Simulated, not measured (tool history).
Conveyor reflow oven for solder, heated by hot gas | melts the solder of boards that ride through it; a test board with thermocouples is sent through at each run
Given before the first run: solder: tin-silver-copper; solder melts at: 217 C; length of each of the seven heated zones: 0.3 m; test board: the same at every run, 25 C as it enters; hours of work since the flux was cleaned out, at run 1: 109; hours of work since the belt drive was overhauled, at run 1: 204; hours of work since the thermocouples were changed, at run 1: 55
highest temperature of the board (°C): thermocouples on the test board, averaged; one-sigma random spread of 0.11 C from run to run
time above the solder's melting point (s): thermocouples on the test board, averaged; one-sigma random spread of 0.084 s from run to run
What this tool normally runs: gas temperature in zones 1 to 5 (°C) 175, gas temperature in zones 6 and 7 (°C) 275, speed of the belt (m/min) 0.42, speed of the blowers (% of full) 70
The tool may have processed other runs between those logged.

run    day  gas temperature in zones 1 to 5 (°C)  gas temperature in zones 6 and 7 (°C)  speed of the belt (m/min)  speed of the blowers (% of full)  hours of work since the flux was cleaned out  hours of work since the belt drive was overhauled  hours of work since the thermocouples were changed  highest temperature of the board (°C)  time above the solder's melting point (s)
  1      0                                   175                                    275                       0.42                                70                                           109                                                204                                                  55                                  255.8                                      66.95
  2  0.471                                   175                                    275                      0.348                                70                                           115                                                209                                                  61                                    262                                      87.18
  3  0.892                                   175                                    275                       0.42                                70                                           120                                                214                                                  66                                  255.9                                      67.01
  4  1.275                                   175                                    275                       0.42                                70                                           124                                                218                                                  70                                  256.1                                      66.83
  5  1.662                                   175                                    275                       0.42                                70                                           129                                                223                                                  75                                    256                                      67.08
  6  1.892                                   175                                    270                       0.42                                70                                           131                                                226                                                  77                                  251.6                                      63.61
  7  2.096                                   175                                    270                       0.42                                70                                           134                                                228                                                  80                                  251.5                                      63.78
     2.292  -- belt drive overhauled, speed set with a stopwatch
  8  2.754                                   175                                    275                      0.493                                71                                           139                                                  5                                                  85                                  250.3                                      51.62
  9  3.142                                   181                                    278                      0.493                                71                                           144                                                 10                                                  90                                  254.1                                      56.75
 10    3.4                                   181                                    278                      0.493                                71                                           147                                                 13                                                  93                                  253.9                                      56.88
 11  3.862                                   181                                    285                      0.469                                64                                           152                                                 18                                                  98                                  258.9                                      63.22

Results for each run, recomputed without the tool's hidden state and with each run's random variation untouched:
What the log doesn't record here: heat that the gas passes to the board, % of a clean oven's; belt's true speed, % of the reading; true gas temperature in zones 6 and 7 over the reading, C; drift of the gauge itself on peak_c, C; drift of the gauge itself on liquid_s, %.
run  highest temperature of the board (°C)  time above the solder's melting point (s)
  1                                  256.8                                      67.62
  2                                    263                                      87.61
  3                                    257                                       67.7
  4                                  257.2                                      67.53
  5                                  257.1                                      67.79
  6                                  252.7                                      64.46
  7                                  252.7                                      64.64
  8                                  251.6                                      52.56
  9                                  255.3                                      57.52
 10                                  255.2                                      57.66
 11                                  260.1                                      63.83
